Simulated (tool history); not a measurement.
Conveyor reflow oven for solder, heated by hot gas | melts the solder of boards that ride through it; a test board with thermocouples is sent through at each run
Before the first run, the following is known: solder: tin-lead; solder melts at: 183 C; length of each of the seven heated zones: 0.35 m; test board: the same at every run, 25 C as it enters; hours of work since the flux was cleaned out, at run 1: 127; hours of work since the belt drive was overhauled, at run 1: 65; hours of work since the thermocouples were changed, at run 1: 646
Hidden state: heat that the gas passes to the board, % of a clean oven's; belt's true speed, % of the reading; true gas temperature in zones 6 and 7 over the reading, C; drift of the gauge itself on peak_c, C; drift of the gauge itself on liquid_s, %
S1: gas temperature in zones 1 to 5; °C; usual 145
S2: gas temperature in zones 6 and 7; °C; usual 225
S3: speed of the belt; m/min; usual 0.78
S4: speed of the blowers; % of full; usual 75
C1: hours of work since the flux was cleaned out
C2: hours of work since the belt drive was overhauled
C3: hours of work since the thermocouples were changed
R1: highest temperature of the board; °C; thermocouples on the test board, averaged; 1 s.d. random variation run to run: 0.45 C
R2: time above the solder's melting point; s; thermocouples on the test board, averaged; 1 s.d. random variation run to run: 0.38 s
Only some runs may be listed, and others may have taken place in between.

run	hour	S1	S2	S3	S4	C1	C2	C3	R1	R2
1	0	145	225	0.78	75	127	65	646	210	38.6
2	72	145	225	0.78	75	181	120	701	209.9	38.3
3	149.8	145	225	0.78	75	240	178	760	209.3	37.5
# hour 182.5: flux residue cleaned out of gas plates and filters
4	191.5	145	225	0.78	75	7	206	788	208	37.1
5	264.3	145	225	0.78	75	62	261	843	208.7	36.7
6	339	145	225	0.78	75	118	318	899	207.7	36.5
7	379	142	225	0.78	75	149	348	929	207.7	35.5
8	416.8	142	225	0.78	75	177	377	958	206	34.3
9	481.1	142	225	0.78	75	226	425	1007	206.8	34.3
# hour 537.1: flux residue cleaned out of gas plates and filters
# hour 548.8: flux residue cleaned out of gas plates and filters, once more
10	561.9	139	225	0.78	75	10	479	1060	208	35.8
11	614.2	139	225	0.78	75	50	518	1100	207.8	35.5
12	674.9	145	225	0.861	75	95	564	1146	206.7	31.5
13	710.4	148	225	0.78	75	122	591	1172	209.4	39
14	780.5	148	225	0.78	75	175	644	1225	208.8	38.9
15	838.6	148	225	0.78	75	219	688	1269	208.1	38.7
16	876.6	145	225	0.78	71	248	717	1298	206.5	35.6
# hour 899.2: flux residue cleaned out of gas plates and filters
17	939.4	145	225	0.78	71	30	761	1342	207.9	37.3
18	980.2	140	225	0.765	71	61	791	1373	207.7	37.3
19	1015.6	140	220	0.757	71	88	818	1399	203	33.6
20	1049.8	140	220	0.757	81	114	844	1425	203.1	35.6
# hour 1071.6: belt drive overhauled, speed set with a stopwatch
# hour 1097.6: thermocouples of zones 6 and 7 changed
21	1125.3	157	220	0.757	85	166	39	21	212.3	45.5
22	1179.9	157	220	0.627	73	208	80	62	213.8	56.5
23	1216.9	157	220	0.627	73	236	108	90	213.6	56.2
# hour 1254.3: flux residue cleaned out of gas plates and filters
24	1257.8	159	214	0.78	75	3	136	117	204.9	40.3
25	1297.6	159	214	0.78	75	33	166	148	205.4	41.2
26	1350.3	142	225	0.868	84	73	206	187	210.6	33.8
27	1393.1	150	219	0.727	89	105	238	220	210.6	44.5
28	1434	142	225	0.78	75	136	269	251	211.8	38.4
29	1513.3	142	225	0.78	75	196	329	311	211.2	38.6
30	1569.3	142	230	0.875	75	238	371	353	211.6	34

Here are 3 independent what-if runs from the current tool condition. What would each one return?
# hour 1603.3: flux residue cleaned out of gas plates and filters
A	1649.9	137	214	0.78	75	35	428	410	?	?
# hour 1603.3: flux residue cleaned out of gas plates and filters
B	1649.9	141	232	0.757	75	35	428	410	?	?
# hour 1603.3: flux residue cleaned out of gas plates and filters
C	1649.9	146	230	0.934	75	35	428	410	?	?

run	R1	R2
A	200.6	29.7
B	218.5	42.9
C	211.7	32.1
With the hidden condition removed and each run's random variation left untouched, the same runs would have given:
run	R1	R2
A	201.9	30.9
B	219.9	43.6
C	213.1	32.9
